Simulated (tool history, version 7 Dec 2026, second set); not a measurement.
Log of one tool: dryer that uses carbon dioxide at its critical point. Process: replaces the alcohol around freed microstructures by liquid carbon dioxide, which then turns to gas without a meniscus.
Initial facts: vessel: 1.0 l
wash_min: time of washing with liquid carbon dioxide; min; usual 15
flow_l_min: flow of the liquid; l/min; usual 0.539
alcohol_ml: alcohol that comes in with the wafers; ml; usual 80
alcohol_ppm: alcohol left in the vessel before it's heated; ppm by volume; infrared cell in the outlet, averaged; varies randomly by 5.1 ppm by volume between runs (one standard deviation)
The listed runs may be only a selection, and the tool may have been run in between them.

run    hour  wash_min  flow_l_min  alcohol_ml  alcohol_ppm
  1     0.0        15       0.539          80           57
  2    32.7        15       0.539          80           66
  3    63.3        15       0.539         103           93
  4    99.4        15       0.539         103           87
  5   129.7        15       0.539         103          105
  6   172.0        15       0.539         103          110
  7   220.3        19       0.539         103           38
  8   264.3        19       0.539         103           49
  9   309.4        19       0.539         103           49
 10   337.6        19       0.539         103           51
 11   358.2        19       0.539         103           50
      375.6  -- inlet filter changed
 12   391.0        24       0.539          80           38
 13   432.4        24       0.539          80           42
 14   460.6        24       0.539          80           38
 15   489.6        15       0.539          80          101
 16   511.1        15       0.539          80           91
 17   553.6        15       0.539          27           76
 18   599.8        15       0.539          80          119
 19   635.5        15       0.539          24           65
 20   680.5        15       0.539          24           84
 21   726.3        15       0.539          24           78
 22   753.8        15       0.539          29           89
      766.8  -- inlet filter changed
 23   780.4        15       0.539          29           75
 24   818.1        15       0.539          47           88
 25   841.2        10       0.692          80          197
 26   867.1        22       0.539          80           62
 27   901.8        22       0.539          80           62
 28   923.7        21       0.769          80           65
 29   947.0        21       0.769          80           57
 30   987.8        21       0.769          80           63
 31  1023.8        15       0.728          80           78
 32  1046.0        10       0.498          42          637
 33  1081.4        10       0.465          42          842
 34  1108.2        17       0.473          42          128
 35  1139.5        17       0.473          30          107
     1161.1  -- inlet filter changed
 36  1190.7        17       0.473          30          102
 37  1239.5        17       0.473          30          105
 38  1281.0        10       0.663          57          228
 39  1305.6        15       0.538          80          157
 40  1335.3        17       0.334          43          383
 41  1364.7        11       0.580          92          418
 42  1410.5        17       0.741         100           97
 43  1435.4        15       0.716          80          100
 44  1455.6        15       0.539          52          151
 45  1493.1        18       0.538          52          108
 46  1526.5        18       0.471         120          199

Some steps in alcohol_ppm, run to run, broken into two amounts with sign: the step expected even without the hidden condition (settings, incoming material, random variation), and the rest, left for the hidden condition together with whatever gauge scatter is not in both the measured and the hidden-condition-free result:
Hidden state at play: flow that reaches the vessel past the clogged filter, %; alcohol in the recycled carbon dioxide, ppm; drift of the gauge itself on alcohol_ppm, %.
Run 31 -> 32: wash_min 15 -> 10, flow_l_min 0.728 -> 0.498, alcohol_ml 80 -> 42. alcohol_ppm +559 ppm by volume: hidden state +136, all else +423.
Run 33 -> 34: wash_min 10 -> 17, flow_l_min 0.465 -> 0.473. alcohol_ppm -714 ppm by volume: hidden state -170, all else -544.
Run 41 -> 42: wash_min 11 -> 17, flow_l_min 0.580 -> 0.741, alcohol_ml 92 -> 100. alcohol_ppm -321 ppm by volume: hidden state -74, all else -247.
